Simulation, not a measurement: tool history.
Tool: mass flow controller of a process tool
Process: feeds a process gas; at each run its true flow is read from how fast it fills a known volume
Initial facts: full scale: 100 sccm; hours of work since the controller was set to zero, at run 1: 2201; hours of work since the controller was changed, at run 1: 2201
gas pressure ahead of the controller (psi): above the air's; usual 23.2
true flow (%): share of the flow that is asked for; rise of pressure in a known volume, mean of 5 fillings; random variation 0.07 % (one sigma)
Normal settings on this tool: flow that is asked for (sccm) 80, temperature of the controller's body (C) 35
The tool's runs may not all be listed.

run    hour  flow that is asked for (sccm)  gas pressure ahead of the controller (psi)  temperature of the controller's body (C)  hours of work since the controller was set to zero  hours of work since the controller was changed  true flow (%)
  1     0.0                             80                                        23.2                                        35                                                2201                                            2201         100.20
  2   437.0                             80                                        23.2                                        35                                                2472                                            2472         100.36
  3   743.3                             80                                        23.2                                        35                                                2662                                            2662         100.56
  4  1036.0                             80                                        23.2                                        35                                                2844                                            2844         100.52
  5  1431.9                             80                                        23.2                                        23                                                3090                                            3090         101.89
  6  1875.0                             80                                        23.2                                        35                                                3365                                            3365         100.96
  7  2163.8                             78                                        23.2                                        35                                                3544                                            3544         100.91
  8  2451.5                             15                                        23.2                                        35                                                3723                                            3723         102.72
  9  2878.4                             15                                        23.2                                        35                                                3988                                            3988         103.19
 10  3306.9                             80                                        23.2                                        34                                                4254                                            4254         101.62
 11  3729.8                             80                                        23.2                                        34                                                4517                                            4517         101.75
 12  4128.8                             53                                        20.5                                        25                                                4765                                            4765         102.60
 13  4503.5                             15                                        23.4                                        22                                                4998                                            4998         105.28
 14  4780.9                             15                                        23.4                                        22                                                5170                                            5170         105.64
 15  5033.6                             45                                        39.5                                        24                                                5327                                            5327         102.78
 16  5306.0                             45                                        39.5                                        24                                                5496                                            5496         102.85
 17  5545.2                             61                                        32.1                                        24                                                5644                                            5644         103.12
 18  5814.3                             83                                        32.1                                        24                                                5812                                            5812         102.95
 19  6068.7                             83                                        32.1                                        24                                                5970                                            5970         103.12
 20  6323.1                             80                                        29.6                                        35                                                6128                                            6128         102.26
 21  6712.9                             80                                        29.6                                        35                                                6370                                            6370         102.52
 22  7083.8                             99                                        33.1                                        31                                                6600                                            6600         102.79

Consider 5 possible next runs. They are alternatives, not a sequence: every one starts from the tool as it was left by run 22. What does each give?
  A  7428.6                             99                                        37.9                                        23                                                6814                                            6814              ?
  B  7428.6                             99                                        24.4                                        31                                                6814                                            6814              ?
  C  7428.6                             15                                        30.3                                        34                                                6814                                            6814              ?
  D  7428.6                             80                                        40.2                                        35                                                6814                                            6814              ?
  E  7428.6                             99                                        27.0                                        22                                                6814                                            6814              ?

run  true flow (%)
  A         103.57
  B         103.14
  C         106.30
  D         102.42
  E         104.04
Take away the tool's hidden state, keep each run's random variation, and the runs would have read:
run  true flow (%)
  A          99.88
  B          99.45
  C          98.03
  D          98.54
  E         100.35

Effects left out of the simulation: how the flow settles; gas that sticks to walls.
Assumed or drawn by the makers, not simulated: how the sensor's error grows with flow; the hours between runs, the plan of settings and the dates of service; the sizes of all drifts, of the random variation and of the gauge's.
